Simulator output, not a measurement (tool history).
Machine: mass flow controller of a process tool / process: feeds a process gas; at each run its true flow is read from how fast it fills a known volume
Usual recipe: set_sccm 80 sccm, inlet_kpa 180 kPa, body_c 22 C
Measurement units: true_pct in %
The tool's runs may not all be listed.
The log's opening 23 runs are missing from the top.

run	hour	set_sccm	inlet_kpa	body_c	true_pct
24	7539.1	80	180	21	98.15
25	7912.1	140	180	29	99.48
26	8399.9	140	180	29	99.49
27	8623.4	140	243	34	99.79
28	8841	140	243	34	99.81
29	9243.2	20	178	31	102.05
30	9498.6	20	178	31	102.43
31	9756	52	180	22	99.34
32	10020.6	52	180	32	100.66
33	10283.3	80	214	25	99
34	10548.4	38	180	22	100.42
35	10792.8	25	243	38	103.88

Run 36 is up next; what results do you expect?
36	11132.3	25	243	31	?

Run 36 yielded true_pct 103.36 %.
Had the tool carried no hidden state, the very same run would have given true_pct 99.33 %.
